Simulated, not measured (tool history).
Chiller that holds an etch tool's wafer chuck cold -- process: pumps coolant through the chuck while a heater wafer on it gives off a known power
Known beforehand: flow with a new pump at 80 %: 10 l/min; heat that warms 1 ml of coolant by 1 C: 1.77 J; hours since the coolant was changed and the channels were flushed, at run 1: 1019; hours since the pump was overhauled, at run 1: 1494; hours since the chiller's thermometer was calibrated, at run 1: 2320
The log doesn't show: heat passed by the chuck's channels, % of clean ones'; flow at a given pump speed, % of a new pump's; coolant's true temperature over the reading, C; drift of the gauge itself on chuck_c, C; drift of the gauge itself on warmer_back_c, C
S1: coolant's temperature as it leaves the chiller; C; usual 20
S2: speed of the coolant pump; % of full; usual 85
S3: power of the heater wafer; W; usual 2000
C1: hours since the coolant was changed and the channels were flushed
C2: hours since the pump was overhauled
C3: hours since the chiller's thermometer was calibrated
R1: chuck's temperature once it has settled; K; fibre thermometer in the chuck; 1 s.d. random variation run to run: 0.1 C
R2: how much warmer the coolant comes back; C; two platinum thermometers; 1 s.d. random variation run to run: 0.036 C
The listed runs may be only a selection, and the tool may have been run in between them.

{"run": 1, "hour": 0.0, "S1": 20, "S2": 85, "S3": 2000, "C1": 1019, "C2": 1494, "C3": 2320, "R1": 306.85, "R2": 6.34}
{"run": 2, "hour": 24.9, "S1": 20, "S2": 85, "S3": 2000, "C1": 1044, "C2": 1519, "C3": 2345, "R1": 306.75, "R2": 6.4}
{"run": 3, "hour": 47.7, "S1": 20, "S2": 85, "S3": 2000, "C1": 1066, "C2": 1542, "C3": 2368, "R1": 306.85, "R2": 6.44}
{"run": 4, "hour": 78.6, "S1": 20, "S2": 85, "S3": 2000, "C1": 1097, "C2": 1573, "C3": 2399, "R1": 306.85, "R2": 6.32}
{"run": 5, "hour": 131.6, "S1": 20, "S2": 85, "S3": 2000, "C1": 1150, "C2": 1626, "C3": 2452, "R1": 306.85, "R2": 6.4}
{"run": 6, "hour": 163.7, "S1": 20, "S2": 85, "S3": 2000, "C1": 1182, "C2": 1658, "C3": 2484, "R1": 306.65, "R2": 6.37}
{"run": 7, "hour": 190.8, "S1": 20, "S2": 85, "S3": 2508, "C1": 1210, "C2": 1685, "C3": 2511, "R1": 310.25, "R2": 8}
{"run": 8, "hour": 237.4, "S1": 20, "S2": 85, "S3": 2508, "C1": 1256, "C2": 1731, "C3": 2558, "R1": 310.25, "R2": 8.04}
{"run": 9, "hour": 274.9, "S1": 20, "S2": 85, "S3": 2000, "C1": 1294, "C2": 1769, "C3": 2595, "R1": 306.75, "R2": 6.41}
{"run": 10, "hour": 308.7, "S1": 20, "S2": 85, "S3": 2000, "C1": 1328, "C2": 1803, "C3": 2629, "R1": 306.75, "R2": 6.4}
{"run": 11, "hour": 332.8, "S1": 20, "S2": 85, "S3": 2000, "C1": 1352, "C2": 1827, "C3": 2653, "R1": 306.75, "R2": 6.48}
{"run": 12, "hour": 387.2, "S1": 20, "S2": 66, "S3": 2000, "C1": 1406, "C2": 1881, "C3": 2707, "R1": 309.25, "R2": 8.21}
{"run": 13, "hour": 418.3, "S1": 20, "S2": 85, "S3": 1173, "C1": 1437, "C2": 1912, "C3": 2739, "R1": 301.05, "R2": 3.77}
{"run": 14, "hour": 469.0, "S1": 20, "S2": 85, "S3": 2000, "C1": 1488, "C2": 1963, "C3": 2789, "R1": 306.75, "R2": 6.4}
{"run": 15, "hour": 509.8, "S1": 20, "S2": 85, "S3": 2000, "C1": 1529, "C2": 2004, "C3": 2830, "R1": 306.55, "R2": 6.38}
{"run": 16, "hour": 534.1, "S1": 20, "S2": 85, "S3": 2000, "C1": 1553, "C2": 2028, "C3": 2854, "R1": 306.65, "R2": 6.4}
{"run": 17, "hour": 575.2, "S1": 13, "S2": 75, "S3": 1959, "C1": 1594, "C2": 2069, "C3": 2895, "R1": 300.85, "R2": 7.08}
{"run": 18, "hour": 625.5, "S1": 13, "S2": 75, "S3": 1959, "C1": 1644, "C2": 2119, "C3": 2946, "R1": 300.45, "R2": 7.09}
{"run": 19, "hour": 655.9, "S1": 13, "S2": 75, "S3": 1959, "C1": 1675, "C2": 2150, "C3": 2976, "R1": 300.85, "R2": 7.1}
{"run": 20, "hour": 678.6, "S1": 13, "S2": 75, "S3": 1959, "C1": 1697, "C2": 2173, "C3": 2999, "R1": 300.75, "R2": 7.13}
{"run": 21, "hour": 719.6, "S1": 24, "S2": 82, "S3": 2305, "C1": 1738, "C2": 2214, "C3": 3040, "R1": 313.25, "R2": 7.67}
{"run": 22, "hour": 755.1, "S1": 25, "S2": 68, "S3": 1038, "C1": 1774, "C2": 2249, "C3": 3075, "R1": 306.35, "R2": 4.08}
{"run": 23, "hour": 791.9, "S1": 26, "S2": 85, "S3": 1193, "C1": 1811, "C2": 2286, "C3": 3112, "R1": 307.25, "R2": 3.85}
{"run": 24, "hour": 820.9, "S1": 14, "S2": 91, "S3": 2316, "C1": 1840, "C2": 2315, "C3": 3141, "R1": 302.25, "R2": 6.9}
{"run": 25, "hour": 859.2, "S1": 14, "S2": 91, "S3": 1897, "C1": 1878, "C2": 2353, "C3": 3179, "R1": 299.65, "R2": 5.67}
{"run": 26, "hour": 909.2, "S1": 14, "S2": 91, "S3": 1897, "C1": 1928, "C2": 2403, "C3": 3229, "R1": 299.45, "R2": 5.68}
{"run": 27, "hour": 934.1, "S1": 14, "S2": 87, "S3": 1226, "C1": 1953, "C2": 2428, "C3": 3254, "R1": 295.35, "R2": 3.88}
{"run": 28, "hour": 988.8, "S1": 14, "S2": 87, "S3": 1226, "C1": 2008, "C2": 2483, "C3": 3309, "R1": 295.35, "R2": 3.85}
{"run": 29, "hour": 1021.7, "S1": 14, "S2": 85, "S3": 2000, "C1": 2041, "C2": 2516, "C3": 3342, "R1": 300.85, "R2": 6.35}
{"run": 30, "hour": 1049.1, "S1": 14, "S2": 85, "S3": 2000, "C1": 2068, "C2": 2543, "C3": 3369, "R1": 300.75, "R2": 6.47}
{"run": 31, "hour": 1090.8, "S1": 14, "S2": 85, "S3": 2000, "C1": 2110, "C2": 2585, "C3": 3411, "R1": 300.85, "R2": 6.42}
{"run": 32, "hour": 1138.3, "S1": 14, "S2": 85, "S3": 2000, "C1": 2157, "C2": 2632, "C3": 3459, "R1": 300.65, "R2": 6.35}

Predict each of these 3 candidate next runs independently; none follows another, all start after run 32:
{"run": "A", "hour": 1165.2, "S1": 13, "S2": 89, "S3": 1366, "C1": 2184, "C2": 2659, "C3": 3485, "R1": "?", "R2": "?"}
{"run": "B", "hour": 1165.2, "S1": 15, "S2": 67, "S3": 2190, "C1": 2184, "C2": 2659, "C3": 3485, "R1": "?", "R2": "?"}
{"run": "C", "hour": 1165.2, "S1": 23, "S2": 76, "S3": 2000, "C1": 2184, "C2": 2659, "C3": 3485, "R1": "?", "R2": "?"}

run=A R1=295.35 R2=4.16
run=B R1=305.75 R2=8.88
run=C R1=310.65 R2=7.1
Without the tool's unlogged condition, the same runs would have read:
run=A R1=295.25 R2=4.16
run=B R1=305.75 R2=8.88
run=C R1=310.65 R2=7.1
